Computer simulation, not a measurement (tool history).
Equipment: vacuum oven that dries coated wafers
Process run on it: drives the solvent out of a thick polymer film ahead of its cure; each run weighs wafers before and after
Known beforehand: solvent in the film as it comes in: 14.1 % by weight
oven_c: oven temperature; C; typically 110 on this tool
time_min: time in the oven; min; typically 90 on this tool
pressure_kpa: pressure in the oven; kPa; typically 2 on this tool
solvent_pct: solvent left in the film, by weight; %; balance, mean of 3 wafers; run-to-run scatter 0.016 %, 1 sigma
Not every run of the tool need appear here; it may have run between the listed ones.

run,hour,oven_c,time_min,pressure_kpa,solvent_pct
1,0,110,90,2,1.29
2,39.9,110,90,2,1.28
3,76.1,110,90,2,1.27
4,108.4,111,90,2,1.14
5,130,111,90,2,1.15
6,158.3,110,90,1.09,0.9
# hour 199.3: oven's thermocouples calibrated
7,201,101,90,2,2.75
8,240.8,103,90,2,2.38
9,261.2,123,61,4.05,1.23
10,289.2,123,61,4.05,1.25
11,313.2,114,79,7.81,3
12,332.9,114,79,7.81,2.98
13,370.7,100,47,3.06,5.68
14,398.2,100,73,3.06,4.1
15,432.2,100,73,3.06,4.1

Below are 4 alternative next runs, each starting from the tool's condition after run 15. Predict each:
A,455.3,109,90,2.09,?
B,455.3,100,116,3.06,?
C,455.3,124,77,2.4,?
D,455.3,122,73,4.95,?

run,solvent_pct
A,1.4
B,2.73
C,0.65
D,1.43
With the hidden condition removed and each run's random variation left untouched, the same runs would have given:
run,solvent_pct
A,1.42
B,2.77
C,0.64
D,1.43
